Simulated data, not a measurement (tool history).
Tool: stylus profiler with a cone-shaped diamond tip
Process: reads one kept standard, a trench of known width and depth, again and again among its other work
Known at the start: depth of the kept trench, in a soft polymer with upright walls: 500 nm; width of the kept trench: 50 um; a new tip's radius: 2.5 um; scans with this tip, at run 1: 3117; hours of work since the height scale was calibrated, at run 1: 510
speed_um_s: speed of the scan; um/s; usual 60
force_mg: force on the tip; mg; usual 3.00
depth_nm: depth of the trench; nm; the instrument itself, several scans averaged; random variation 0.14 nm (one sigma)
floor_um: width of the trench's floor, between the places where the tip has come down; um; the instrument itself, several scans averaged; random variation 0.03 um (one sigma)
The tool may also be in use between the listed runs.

run     day  speed_um_s  force_mg  scans with this tip  hours of work since the height scale was calibrated  depth_nm  floor_um
  1   0.000          60      3.00                 3117                                                  510    503.72     46.58
  2   1.192          60      3.00                 3202                                                  524    503.42     46.55
  3   2.808          60      1.42                 3319                                                  543    501.56     46.43
  4   3.871          60      1.42                 3395                                                  556    501.68     46.47
  5   4.938          60      1.42                 3472                                                  568    501.26     46.42
  6   6.225          60      1.42                 3565                                                  584    501.25     46.36
  7   7.112          60      1.42                 3628                                                  594    501.45     46.41
  8   8.092          60      1.42                 3699                                                  605    501.54     46.36
  9   8.896          24      3.00                 3757                                                  615    503.31     46.70
 10   9.617          16      3.00                 3809                                                  623    503.34     46.72
 11  10.329          16      3.00                 3860                                                  632    503.16     46.73
 12  11.150          16      3.00                 3919                                                  641    503.28     46.72
 13  12.654          21      8.01                 4027                                                  659    507.37     46.73

Measured less the same run without the tool's hidden state. The same run-to-run variation is in both; the gauge's scatter may not be:
The hidden state here: radius of the tip, um; height scale over the true one, %; drift of the gauge itself on depth_nm, %; drift of the gauge itself on floor_um, %.
run  depth_nm  floor_um
  1     -1.18     -0.14
  2     -1.22     -0.15
  3     -1.25     -0.16
  4     -1.28     -0.16
  5     -1.31     -0.17
  6     -1.34     -0.17
  7     -1.37     -0.17
  8     -1.40     -0.18
  9     -1.43     -0.18
 10     -1.44     -0.18
 11     -1.46     -0.19
 12     -1.48     -0.19
 13     -1.54     -0.20

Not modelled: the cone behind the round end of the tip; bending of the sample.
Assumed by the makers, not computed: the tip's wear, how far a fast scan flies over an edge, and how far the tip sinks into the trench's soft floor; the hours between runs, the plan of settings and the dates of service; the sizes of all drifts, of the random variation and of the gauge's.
